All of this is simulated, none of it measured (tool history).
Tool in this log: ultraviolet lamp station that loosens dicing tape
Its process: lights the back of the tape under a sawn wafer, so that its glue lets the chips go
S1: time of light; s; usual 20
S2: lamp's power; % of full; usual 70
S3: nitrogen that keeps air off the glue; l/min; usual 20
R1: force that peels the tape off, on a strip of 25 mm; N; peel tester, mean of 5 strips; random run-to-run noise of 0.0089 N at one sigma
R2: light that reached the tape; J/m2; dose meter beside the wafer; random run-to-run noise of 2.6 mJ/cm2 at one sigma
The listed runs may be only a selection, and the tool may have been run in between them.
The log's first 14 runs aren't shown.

run	hour	S1	S2	S3	R1	R2
15	734.4	20	70	20	0.795	2440
# hour 772.3: window cleaned of glue's vapour
16	772.3	20	70	20	0.518	2900
17	802.7	20	70	20	0.553	2830
18	864.0	20	70	20	0.606	2780
19	924.0	20	70	20	0.660	2660
20	969.8	20	70	20	0.685	2590
21	1042.0	20	70	20	0.766	2380
22	1099.8	20	70	20	0.828	2370
23	1153.2	24	94	20	0.280	3670
24	1205.8	16	91	12	1.285	2290
# hour 1244.9: window cleaned of glue's vapour
25	1272.4	20	69	21	0.677	2580
26	1305.6	20	69	21	0.713	2490
27	1360.5	16	83	32	0.599	2330
28	1400.1	16	83	32	0.626	2270
29	1430.2	39	88	20	0.134	5720
30	1502.2	39	88	20	0.146	5530
31	1554.7	39	88	20	0.144	5310
32	1594.0	39	88	20	0.149	5160

What will run 33 give?
33	1642.9	20	70	6	?	?

Run 33 yielded R1 2.426 N, R2 2050 J/m2.
With the hidden condition absent and the run-to-run variation left alone, this run would have shown R1 1.094 N, R2 3330 J/m2.
